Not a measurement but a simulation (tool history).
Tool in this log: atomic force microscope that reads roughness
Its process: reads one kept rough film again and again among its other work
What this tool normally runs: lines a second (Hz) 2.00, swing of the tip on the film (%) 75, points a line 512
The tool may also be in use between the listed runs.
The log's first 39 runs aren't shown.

| run | hour | lines a second (Hz) | swing of the tip on the film (%) | points a line | pictures with this tip | hours of work since the height scale was calibrated | roughness of the kept film (nm (root mean square)) |
|---|---|---|---|---|---|---|---|
| 40 | 1440.0 | 2.89 | 65 | 258 | 198 | 343 | 0.813 |
| 41 | 1486.8 | 2.00 | 69 | 528 | 253 | 370 | 0.820 |
| 42 | 1521.5 | 2.00 | 75 | 331 | 294 | 390 | 0.790 |
| 43 | 1571.2 | 0.70 | 75 | 275 | 353 | 419 | 0.834 |
|  | 1590.8 | new tip fitted |
| 44 | 1601.4 | 0.70 | 87 | 275 | 12 | 436 | 0.837 |
| 45 | 1651.5 | 0.70 | 87 | 275 | 71 | 465 | 0.830 |
| 46 | 1677.1 | 0.70 | 87 | 275 | 102 | 480 | 0.832 |
| 47 | 1724.0 | 3.30 | 66 | 670 | 157 | 508 | 0.808 |
| 48 | 1748.1 | 2.00 | 75 | 542 | 186 | 522 | 0.798 |
| 49 | 1779.2 | 2.00 | 75 | 542 | 222 | 540 | 0.797 |
| 50 | 1811.0 | 0.78 | 75 | 620 | 260 | 558 | 0.850 |
| 51 | 1855.6 | 2.74 | 69 | 440 | 313 | 584 | 0.788 |
|  | 1907.5 | new tip fitted |
| 52 | 1908.7 | 3.79 | 69 | 440 | 1 | 615 | 0.788 |

What if the next run were any one of these 3? Each begins from the tool's condition after run 52:
| A | 1959.6 | 1.12 | 56 | 512 | 61 | 644 | ? |
| B | 1959.6 | 1.50 | 89 | 327 | 61 | 644 | ? |
| C | 1959.6 | 2.00 | 81 | 303 | 61 | 644 | ? |

| run | roughness of the kept film (nm (root mean square)) |
|---|---|
| A | 0.882 |
| B | 0.769 |
| C | 0.776 |
Without the tool's hidden state the same runs would have given:
| run | roughness of the kept film (nm (root mean square)) |
|---|---|
| A | 0.899 |
| B | 0.784 |
| C | 0.790 |

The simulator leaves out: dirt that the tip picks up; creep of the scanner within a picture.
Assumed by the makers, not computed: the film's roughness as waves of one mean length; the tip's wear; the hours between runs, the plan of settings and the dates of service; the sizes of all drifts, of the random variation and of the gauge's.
